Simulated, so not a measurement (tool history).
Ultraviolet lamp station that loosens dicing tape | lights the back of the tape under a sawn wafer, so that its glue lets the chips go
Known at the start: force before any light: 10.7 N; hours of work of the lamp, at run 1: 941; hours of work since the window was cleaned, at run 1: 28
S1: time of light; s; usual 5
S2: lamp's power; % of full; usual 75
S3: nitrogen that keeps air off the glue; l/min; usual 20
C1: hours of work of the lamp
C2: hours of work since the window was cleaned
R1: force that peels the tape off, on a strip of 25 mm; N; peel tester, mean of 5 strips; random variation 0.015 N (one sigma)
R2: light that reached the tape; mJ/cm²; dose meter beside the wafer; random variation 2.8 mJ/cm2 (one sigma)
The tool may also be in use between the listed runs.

Run 1, day 0: usual settings; C1 941; C2 28. Result: R1 1.817 N, R2 250 mJ/cm².
Run 2, day 1.292: usual settings; C1 955; C2 42. Result: R1 1.796 N, R2 248 mJ/cm².
Run 3, day 2.7: usual settings; C1 970; C2 57. Result: R1 1.883 N, R2 246 mJ/cm².
Run 4, day 4.917: usual settings; C1 994; C2 81. Result: R1 1.992 N, R2 239 mJ/cm².
Run 5, day 6.329: usual settings; C1 1010; C2 97. Result: R1 2.003 N, R2 238 mJ/cm².
At day 7.225: lamp changed.
Run 6, day 7.954: usual settings; C1 8; C2 114. Result: R1 0.849 N, R2 375 mJ/cm².
Run 7, day 9.396: usual settings; C1 24; C2 130. Result: R1 0.828 N, R2 368 mJ/cm².
Run 8, day 11.225: usual settings but S1 9 s; C1 44; C2 150. Result: R1 0.217 N, R2 656 mJ/cm².
Run 9, day 12.65: usual settings but S1 4 s; C1 59; C2 165. Result: R1 1.439 N, R2 287 mJ/cm².
At day 12.833: window cleaned of glue's vapour.
Run 10, day 14.312: usual settings but S1 6 s, S2 97 % of full; C1 77; C2 16. Result: R1 0.347 N, R2 531 mJ/cm².
Run 11, day 15.512: usual settings but S2 70 % of full, S3 18 l/min; C1 90; C2 29. Result: R1 1.316 N, R2 316 mJ/cm².
Run 12, day 17.062: usual settings but S2 70 % of full, S3 9 l/min; C1 107; C2 46. Result: R1 2.244 N, R2 308 mJ/cm².
Run 13, day 18.892: usual settings but S1 6 s, S2 95 % of full, S3 38 l/min; C1 127; C2 66. Result: R1 0.242 N, R2 494 mJ/cm².

Run 14 comes next. What will it give?
Run 14, day 20.392: usual settings but S3 18 l/min; C1 144; C2 83. Result: R1 ?, R2 ?.

Run 14 gave R1 1.253 N, R2 322 mJ/cm².
Without the tool's hidden state the same run would have given R1 0.755 N, R2 406 mJ/cm².

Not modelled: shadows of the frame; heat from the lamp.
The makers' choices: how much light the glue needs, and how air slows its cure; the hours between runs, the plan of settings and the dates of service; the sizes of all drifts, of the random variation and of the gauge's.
